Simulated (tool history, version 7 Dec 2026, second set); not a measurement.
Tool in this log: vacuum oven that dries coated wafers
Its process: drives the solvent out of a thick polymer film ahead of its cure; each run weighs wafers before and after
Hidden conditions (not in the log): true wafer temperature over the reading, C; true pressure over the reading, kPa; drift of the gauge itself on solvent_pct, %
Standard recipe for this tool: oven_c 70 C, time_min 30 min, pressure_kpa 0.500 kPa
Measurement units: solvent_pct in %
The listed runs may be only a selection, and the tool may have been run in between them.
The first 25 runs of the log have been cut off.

run,hour,oven_c,time_min,pressure_kpa,hours of work since the thermocouples were calibrated,hours of work since the vacuum gauge was cleaned of residue,solvent_pct
26,746.3,70,53,0.500,201,778,0.41
27,786.7,70,53,0.500,219,796,0.38
# hour 791.1: vacuum gauge cleaned of residue and calibrated
28,809.0,70,53,0.500,228,8,0.44
29,849.9,56,28,1.542,247,26,6.04
30,879.2,56,28,1.542,259,39,5.99
31,898.9,70,30,0.329,268,48,0.88
32,928.8,70,28,0.329,281,61,1.03
33,958.1,70,28,0.329,294,74,1.06
34,990.2,57,42,1.120,309,88,3.24
35,1016.2,68,30,0.509,320,99,1.29
# hour 1039.3: vacuum gauge cleaned of residue and calibrated, once more
36,1056.2,80,16,0.962,337,7,0.91
37,1085.5,81,24,0.477,350,20,0.22

Run 38 is up next; what results do you expect?
38,1125.3,81,24,0.477,368,38,?

{"run 38": {"solvent_pct": 0.23}}
On a tool with no hidden condition, and with the same random variation, this run would have come out at solvent_pct 0.25 %.
